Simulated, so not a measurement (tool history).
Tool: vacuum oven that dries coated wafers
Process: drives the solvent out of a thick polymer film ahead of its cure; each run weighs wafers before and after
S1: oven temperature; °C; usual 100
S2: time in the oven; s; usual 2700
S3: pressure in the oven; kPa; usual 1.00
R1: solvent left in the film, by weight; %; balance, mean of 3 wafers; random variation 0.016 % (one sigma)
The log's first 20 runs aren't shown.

{"run": 21, "day": 72.5, "S1": 100, "S2": 2700, "S3": 1.0, "R1": 1.21}
{"run": 22, "day": 74.954, "S1": 100, "S2": 2700, "S3": 1.0, "R1": 1.19}
{"day": 75.821, "done": "vacuum gauge cleaned of residue and calibrated"}
{"run": 23, "day": 80.338, "S1": 100, "S2": 2700, "S3": 1.0, "R1": 0.99}
{"run": 24, "day": 84.517, "S1": 100, "S2": 2700, "S3": 1.42, "R1": 1.07}
{"run": 25, "day": 88.483, "S1": 106, "S2": 3480, "S3": 0.78, "R1": 0.25}
{"run": 26, "day": 92.388, "S1": 89, "S2": 1440, "S3": 0.7, "R1": 6.39}
{"run": 27, "day": 97.288, "S1": 89, "S2": 1440, "S3": 0.7, "R1": 6.37}
{"run": 28, "day": 100.854, "S1": 99, "S2": 3420, "S3": 1.0, "R1": 0.59}

Predict the results of run 29:
{"run": 29, "day": 105.846, "S1": 99, "S2": 3420, "S3": 1.0, "R1": "?"}

R1: 0.62 %
With no hidden state in the tool, this same run would have given R1 0.66 %.

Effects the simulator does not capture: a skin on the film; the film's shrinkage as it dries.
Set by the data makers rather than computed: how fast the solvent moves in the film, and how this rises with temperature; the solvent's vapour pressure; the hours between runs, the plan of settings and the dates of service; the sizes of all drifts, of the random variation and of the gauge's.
